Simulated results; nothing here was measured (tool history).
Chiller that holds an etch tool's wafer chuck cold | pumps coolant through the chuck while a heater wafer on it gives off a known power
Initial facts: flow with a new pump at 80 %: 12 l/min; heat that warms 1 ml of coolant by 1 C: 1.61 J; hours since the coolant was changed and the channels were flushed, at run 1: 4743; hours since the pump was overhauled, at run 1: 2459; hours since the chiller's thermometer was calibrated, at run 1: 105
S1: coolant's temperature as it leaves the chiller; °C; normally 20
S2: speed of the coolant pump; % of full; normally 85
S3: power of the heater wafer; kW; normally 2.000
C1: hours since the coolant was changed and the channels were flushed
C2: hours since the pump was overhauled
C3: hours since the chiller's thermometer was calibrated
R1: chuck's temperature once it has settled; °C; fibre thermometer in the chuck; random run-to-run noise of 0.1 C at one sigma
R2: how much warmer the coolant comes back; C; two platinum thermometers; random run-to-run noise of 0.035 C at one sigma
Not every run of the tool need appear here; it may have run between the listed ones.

run,hour,S1,S2,S3,C1,C2,C3,R1,R2
1,0.0,20,85,2.000,4743,2459,105,33.0,5.69
2,84.1,20,85,2.481,4827,2544,189,36.4,7.22
3,161.1,20,85,2.481,4904,2621,266,36.3,7.23
4,252.5,20,85,2.481,4995,2712,358,36.3,7.23
5,313.7,18,85,2.000,5057,2773,419,31.1,5.86
6,373.8,18,85,2.000,5117,2833,479,31.2,5.79
7,461.7,20,68,2.000,5205,2921,567,36.0,7.47
8,540.3,20,69,2.000,5283,3000,646,36.0,7.28
9,611.9,20,69,2.000,5355,3071,717,35.9,7.36
10,692.6,20,69,2.000,5436,3152,798,35.8,7.30
11,756.5,20,85,2.000,5499,3216,862,33.2,5.76
12,856.3,20,85,2.000,5599,3316,962,33.1,5.82
13,923.5,20,85,2.000,5666,3383,1029,33.1,5.80
14,1011.1,20,85,2.000,5754,3471,1116,33.1,5.87
15,1107.7,20,85,2.000,5851,3567,1213,33.3,5.84
16,1156.8,13,85,1.518,5900,3616,1262,23.0,4.39

The next listed run, before its measurement:
17,1214.6,13,85,1.518,5958,3674,1320,?,?

R1: 22.8 °C
R2: 4.41 C
With no hidden state in the tool, this same run would have given R1 22.8 °C, R2 4.41 C.
